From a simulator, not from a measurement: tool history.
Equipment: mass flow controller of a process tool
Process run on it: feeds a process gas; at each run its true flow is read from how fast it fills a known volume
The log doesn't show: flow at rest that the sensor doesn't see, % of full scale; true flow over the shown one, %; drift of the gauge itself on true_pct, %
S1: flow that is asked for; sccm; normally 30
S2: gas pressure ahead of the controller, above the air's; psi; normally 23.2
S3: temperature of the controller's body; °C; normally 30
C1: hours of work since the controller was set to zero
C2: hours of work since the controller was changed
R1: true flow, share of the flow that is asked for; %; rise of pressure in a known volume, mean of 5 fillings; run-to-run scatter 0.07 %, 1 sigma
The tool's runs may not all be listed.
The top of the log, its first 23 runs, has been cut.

run    hour  S1    S2  S3   C1   C2     R1
 24  2957.7  92  35.2  30   62  538  99.37
 25  3122.5  30  23.2  28  121  597  97.79
 26  3285.0  30  23.2  28  180  656  97.83
 27  3384.1  30  23.2  28  215  692  97.80
 28  3503.3  30  31.5  25  258  735  98.02
 29  3665.9  30  31.5  25  317  793  98.04
 30  3829.6  30  23.2  27  376  852  97.69
 31  3923.4  30  23.2  27  410  886  97.74
 32  4092.8  38  23.2  20  471  947  97.99
 33  4224.3  11  21.6  34  518  994  97.68

Each row is a separate what-if for the run after 33, all from the same tool condition, not one after another. Results?
  A  4377.5  82  26.1  40  573  1049   ?
  B  4377.5  35  29.2  39  573  1049   ?
  C  4377.5  44  27.3  23  573  1049   ?
  D  4377.5  47  27.6  23  573  1049   ?
  E  4377.5  19  30.3  24  573  1049   ?

run     R1
  A  98.42
  B  97.64
  C  98.21
  D  98.11
  E  97.96
Had the tool no hidden state, the same runs would have come out as:
run     R1
  A  99.10
  B  98.13
  C  98.77
  D  98.68
  E  98.17
